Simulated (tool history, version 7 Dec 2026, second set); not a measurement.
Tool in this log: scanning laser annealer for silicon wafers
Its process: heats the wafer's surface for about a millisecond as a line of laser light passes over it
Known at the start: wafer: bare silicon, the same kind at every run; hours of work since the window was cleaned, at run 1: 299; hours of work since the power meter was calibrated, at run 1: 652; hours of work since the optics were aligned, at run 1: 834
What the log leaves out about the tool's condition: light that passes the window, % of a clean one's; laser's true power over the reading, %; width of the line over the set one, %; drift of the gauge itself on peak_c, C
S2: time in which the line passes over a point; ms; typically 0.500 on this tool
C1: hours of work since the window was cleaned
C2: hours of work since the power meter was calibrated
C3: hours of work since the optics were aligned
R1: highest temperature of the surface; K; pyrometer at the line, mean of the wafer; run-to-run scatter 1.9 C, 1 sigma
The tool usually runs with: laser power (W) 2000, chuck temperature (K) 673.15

run 1 hour=0.0 | laser_power_(W)=2000 S2=0.500 chuck_temperature_(K)=673.15 | C1=299 C2=652 C3=834 | R1=1416.15
run 2 hour=56.7 | laser_power_(W)=2000 S2=0.500 chuck_temperature_(K)=673.15 | C1=344 C2=698 C3=879 | R1=1411.15
run 3 hour=107.4 | laser_power_(W)=2000 S2=0.500 chuck_temperature_(K)=673.15 | C1=384 C2=738 C3=919 | R1=1409.15
run 4 hour=158.3 | laser_power_(W)=2000 S2=0.500 chuck_temperature_(K)=699.15 | C1=425 C2=779 C3=960 | R1=1437.15
run 5 hour=184.8 | laser_power_(W)=2000 S2=0.500 chuck_temperature_(K)=699.15 | C1=446 C2=800 C3=981 | R1=1431.15
-- hour=191.0 laser's power meter calibrated
run 6 hour=210.7 | laser_power_(W)=2000 S2=0.500 chuck_temperature_(K)=699.15 | C1=464 C2=16 C3=999 | R1=1428.15
run 7 hour=256.3 | laser_power_(W)=2000 S2=0.500 chuck_temperature_(K)=699.15 | C1=501 C2=52 C3=1035 | R1=1424.15
run 8 hour=289.4 | laser_power_(W)=2093 S2=0.404 chuck_temperature_(K)=699.15 | C1=527 C2=78 C3=1062 | R1=1394.15
run 9 hour=337.2 | laser_power_(W)=2093 S2=0.404 chuck_temperature_(K)=699.15 | C1=565 C2=116 C3=1100 | R1=1397.15
run 10 hour=383.0 | laser_power_(W)=2093 S2=0.404 chuck_temperature_(K)=699.15 | C1=602 C2=153 C3=1136 | R1=1393.15

5 options for the next run, each taken on its own from the tool as it stands now. Forecast them:
run A hour=414.3 | laser_power_(W)=1949 S2=0.416 chuck_temperature_(K)=701.15 | C1=626 C2=178 C3=1161 | R1=?
run B hour=414.3 | laser_power_(W)=2093 S2=0.503 chuck_temperature_(K)=699.15 | C1=626 C2=178 C3=1161 | R1=?
run C hour=414.3 | laser_power_(W)=2020 S2=0.611 chuck_temperature_(K)=673.15 | C1=626 C2=178 C3=1161 | R1=?
run D hour=414.3 | laser_power_(W)=2089 S2=0.404 chuck_temperature_(K)=699.15 | C1=626 C2=178 C3=1161 | R1=?
run E hour=414.3 | laser_power_(W)=1752 S2=0.404 chuck_temperature_(K)=685.15 | C1=626 C2=178 C3=1161 | R1=?

run=A R1=1350.15
run=B R1=1458.15
run=C R1=1466.15
run=D R1=1388.15
run=E R1=1252.15
Without the tool's unlogged condition, the same runs would have read:
run=A R1=1391.15
run=B R1=1506.15
run=C R1=1516.15
run=D R1=1432.15
run=E R1=1288.15
